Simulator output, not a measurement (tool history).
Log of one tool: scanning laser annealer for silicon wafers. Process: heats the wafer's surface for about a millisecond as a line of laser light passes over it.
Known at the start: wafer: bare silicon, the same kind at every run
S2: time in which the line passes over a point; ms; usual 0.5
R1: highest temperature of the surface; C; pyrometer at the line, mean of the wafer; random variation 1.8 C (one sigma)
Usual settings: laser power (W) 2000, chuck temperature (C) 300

Run 1, hour 0: usual settings. Result: R1 1006 C.
Run 2, hour 7.9: usual settings. Result: R1 1003 C.
Run 3, hour 16.2: usual settings. Result: R1 1007 C.
Run 4, hour 29.3: usual settings. Result: R1 1005 C.
Run 5, hour 45: usual settings but S2 0.502 ms. Result: R1 1004 C.
Run 6, hour 55.8: usual settings but chuck temperature (C) 275. Result: R1 978 C.
Run 7, hour 72: usual settings but chuck temperature (C) 275. Result: R1 980 C.
Run 8, hour 85.1: usual settings but chuck temperature (C) 335. Result: R1 1039 C.
Run 9, hour 103.1: usual settings but chuck temperature (C) 260. Result: R1 961 C.
Run 10, hour 120.5: usual settings but chuck temperature (C) 260. Result: R1 961 C.
Run 11, hour 136.5: usual settings but S2 0.574 ms. Result: R1 1054 C.
Run 12, hour 151: usual settings but S2 0.574 ms. Result: R1 1049 C.
Run 13, hour 161.3: usual settings but S2 0.378 ms. Result: R1 909 C.
Run 14, hour 171.4: usual settings. Result: R1 999 C.
Run 15, hour 186.7: usual settings. Result: R1 999 C.
Run 16, hour 199.6: usual settings. Result: R1 1000 C.
Run 17, hour 215.6: usual settings. Result: R1 998 C.
Run 18, hour 225: usual settings. Result: R1 1000 C.
At hour 229.3: laser's power meter calibrated.
Run 19, hour 237.7: usual settings. Result: R1 996 C.
Run 20, hour 245.9: usual settings. Result: R1 996 C.

Run 21 comes next. What will it give?
Run 21, hour 258.2: usual settings but chuck temperature (C) 266. Result: R1 ?.

Run 21 gave R1 963 C.
Without the tool's hidden state the same run would have given R1 1000 C.
